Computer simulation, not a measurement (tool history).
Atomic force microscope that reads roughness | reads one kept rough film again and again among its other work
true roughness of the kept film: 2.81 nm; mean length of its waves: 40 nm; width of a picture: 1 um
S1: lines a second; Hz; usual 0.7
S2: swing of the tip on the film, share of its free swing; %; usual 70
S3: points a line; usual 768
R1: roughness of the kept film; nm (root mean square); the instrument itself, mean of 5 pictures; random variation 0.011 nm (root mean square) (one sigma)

run 1 hour=0 | S1=0.7 S2=70 S3=768 | R1=2.582
run 2 hour=7.9 | S1=0.7 S2=70 S3=768 | R1=2.585
run 3 hour=14.2 | S1=0.7 S2=70 S3=768 | R1=2.565
run 4 hour=20.1 | S1=0.7 S2=70 S3=768 | R1=2.543
run 5 hour=26.8 | S1=0.7 S2=70 S3=768 | R1=2.537
run 6 hour=32.7 | S1=0.7 S2=70 S3=567 | R1=2.522
run 7 hour=38.8 | S1=0.7 S2=70 S3=598 | R1=2.513
run 8 hour=49.8 | S1=0.7 S2=70 S3=598 | R1=2.481
run 9 hour=62.3 | S1=0.7 S2=70 S3=598 | R1=2.465
run 10 hour=68.9 | S1=0.7 S2=70 S3=598 | R1=2.446
-- hour=82.3 new tip fitted
run 11 hour=83.6 | S1=0.7 S2=70 S3=598 | R1=2.602
run 12 hour=91.3 | S1=0.7 S2=70 S3=768 | R1=2.588
run 13 hour=97.1 | S1=0.7 S2=70 S3=768 | R1=2.572
run 14 hour=109.9 | S1=0.7 S2=70 S3=768 | R1=2.553
run 15 hour=122.3 | S1=0.879 S2=70 S3=768 | R1=2.485
run 16 hour=134.1 | S1=0.879 S2=70 S3=768 | R1=2.464
run 17 hour=142.6 | S1=0.7 S2=70 S3=768 | R1=2.501
run 18 hour=153.7 | S1=0.7 S2=70 S3=768 | R1=2.464
run 19 hour=167 | S1=0.7 S2=70 S3=768 | R1=2.43
-- hour=173.2 new tip fitted
run 20 hour=174.5 | S1=0.7 S2=70 S3=768 | R1=2.595
run 21 hour=187.3 | S1=0.7 S2=70 S3=768 | R1=2.572
run 22 hour=196.4 | S1=0.7 S2=70 S3=768 | R1=2.568
run 23 hour=208.3 | S1=0.7 S2=70 S3=768 | R1=2.524
run 24 hour=218.4 | S1=0.7 S2=70 S3=310 | R1=2.496
run 25 hour=229.9 | S1=0.7 S2=70 S3=310 | R1=2.487
run 26 hour=236.6 | S1=0.7 S2=70 S3=310 | R1=2.471
run 27 hour=250.3 | S1=0.7 S2=64 S3=768 | R1=2.481
-- hour=263.1 new tip fitted
run 28 hour=264.6 | S1=0.7 S2=60 S3=269 | R1=2.639
-- hour=266.7 height scale calibrated on a step standard
run 29 hour=274.8 | S1=1.241 S2=63 S3=340 | R1=2.563
run 30 hour=282.3 | S1=1.241 S2=63 S3=340 | R1=2.553
run 31 hour=288.8 | S1=1.241 S2=63 S3=340 | R1=2.529
run 32 hour=300.4 | S1=2.552 S2=63 S3=340 | R1=2.394
run 33 hour=307.3 | S1=2.876 S2=67 S3=768 | R1=2.275
run 34 hour=318.1 | S1=1.233 S2=81 S3=288 | R1=2.28
run 35 hour=329.7 | S1=0.917 S2=56 S3=699 | R1=2.538
-- hour=340.4 height scale calibrated on a step standard, once more
run 36 hour=341.2 | S1=0.699 S2=58 S3=768 | R1=2.516
run 37 hour=348.5 | S1=0.7 S2=70 S3=293 | R1=2.414
-- hour=355.3 new tip fitted
run 38 hour=361.2 | S1=0.7 S2=78 S3=499 | R1=2.521
run 39 hour=372.7 | S1=0.7 S2=78 S3=499 | R1=2.494
run 40 hour=384.1 | S1=2.889 S2=85 S3=768 | R1=1.862
run 41 hour=397.7 | S1=1.542 S2=59 S3=358 | R1=2.499
run 42 hour=405.3 | S1=1.542 S2=67 S3=358 | R1=2.393
run 43 hour=412.9 | S1=1.542 S2=67 S3=358 | R1=2.389
run 44 hour=421.9 | S1=1.542 S2=67 S3=358 | R1=2.373
run 45 hour=432.1 | S1=1.542 S2=67 S3=358 | R1=2.344
-- hour=445.4 new tip fitted
run 46 hour=445.4 | S1=0.7 S2=89 S3=768 | R1=2.413
run 47 hour=457.2 | S1=3.797 S2=70 S3=276 | R1=2.137
run 48 hour=471.5 | S1=3.797 S2=64 S3=276 | R1=2.249

Forecast each of these 5 alternatives for the next run:
run A hour=484.3 | S1=2.876 S2=70 S3=768 | R1=?
run B hour=484.3 | S1=3.797 S2=59 S3=563 | R1=?
run C hour=484.3 | S1=1.993 S2=70 S3=768 | R1=?
run D hour=484.3 | S1=0.544 S2=64 S3=276 | R1=?
run E hour=484.3 | S1=0.777 S2=82 S3=768 | R1=?

run=A R1=2.224
run=B R1=2.34
run=C R1=2.344
run=D R1=2.544
run=E R1=2.422
Without the tool's hidden state the same runs would have given:
run=A R1=2.284
run=B R1=2.402
run=C R1=2.406
run=D R1=2.612
run=E R1=2.487
